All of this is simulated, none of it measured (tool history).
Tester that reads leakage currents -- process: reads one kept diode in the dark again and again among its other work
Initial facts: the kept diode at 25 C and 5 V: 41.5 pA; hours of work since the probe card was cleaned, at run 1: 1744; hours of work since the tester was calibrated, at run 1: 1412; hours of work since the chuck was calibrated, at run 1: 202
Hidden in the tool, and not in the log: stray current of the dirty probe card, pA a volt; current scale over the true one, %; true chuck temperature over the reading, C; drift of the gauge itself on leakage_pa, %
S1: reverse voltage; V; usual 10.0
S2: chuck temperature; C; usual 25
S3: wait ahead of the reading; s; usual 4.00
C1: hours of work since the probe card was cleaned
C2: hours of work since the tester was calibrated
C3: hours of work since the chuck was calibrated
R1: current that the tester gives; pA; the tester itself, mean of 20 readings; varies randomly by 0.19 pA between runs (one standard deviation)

run,day,S1,S2,S3,C1,C2,C3,R1
1,0.000,10.0,25,4.00,1744,1412,202,66.99
2,3.521,10.0,25,4.00,1803,1471,261,67.62
3,7.221,10.0,25,4.00,1864,1533,323,68.66
4,10.162,3.0,25,4.00,1913,1582,372,35.29
5,13.879,3.0,25,9.51,1975,1644,434,35.71
6,17.792,10.8,25,9.51,2041,1709,499,74.24
7,22.221,10.8,25,2.83,2115,1783,573,75.50
8,25.304,10.8,25,2.83,2166,1834,625,76.44
# day 29.042: chuck's temperature calibrated
9,29.938,10.8,25,2.83,2242,1910,15,83.11
10,33.050,10.8,25,2.83,2294,1962,67,84.15
11,37.862,10.0,25,4.00,2374,2042,147,81.88
12,40.362,18.2,25,4.00,2416,2084,189,116.15
13,42.942,18.2,25,4.00,2459,2127,232,116.89
# day 43.758: chuck's temperature calibrated, once more
14,45.288,1.5,21,0.37,2497,2165,25,16.66
15,50.221,2.3,21,2.14,2579,2247,108,20.96
16,54.512,2.3,21,2.14,2650,2319,179,21.17
17,59.358,2.3,21,2.14,2731,2400,260,21.56
18,64.083,1.5,25,4.40,2810,2478,339,24.42
19,67.408,1.5,25,4.40,2866,2534,394,24.90
# day 67.858: probe card cleaned and baked
20,69.896,1.5,31,1.75,34,2573,434,41.57
21,74.062,7.4,41,3.80,103,2643,503,233.46
22,77.000,7.5,31,0.34,152,2692,552,104.83
23,79.321,10.0,48,4.00,191,2731,591,492.63
24,84.221,3.4,25,4.00,273,2812,673,39.96

Below are 5 alternative next runs, each starting from the tool's condition after run 24. Predict each:
# day 84.950: chuck's temperature calibrated
A,88.767,10.0,36,0.35,347,2887,64,?
# day 84.950: chuck's temperature calibrated
B,88.767,1.7,25,1.60,347,2887,64,?
# day 84.950: chuck's temperature calibrated
C,88.767,4.5,51,4.00,347,2887,64,?
# day 84.950: chuck's temperature calibrated
D,88.767,10.0,32,4.00,347,2887,64,?
# day 84.950: chuck's temperature calibrated
E,88.767,11.1,25,8.93,347,2887,64,?

run,R1
A,173.38
B,24.49
C,370.17
D,119.52
E,67.73
What these runs would have given with no unlogged condition in the tool:
run,R1
A,165.69
B,23.34
C,355.17
D,113.95
E,64.20
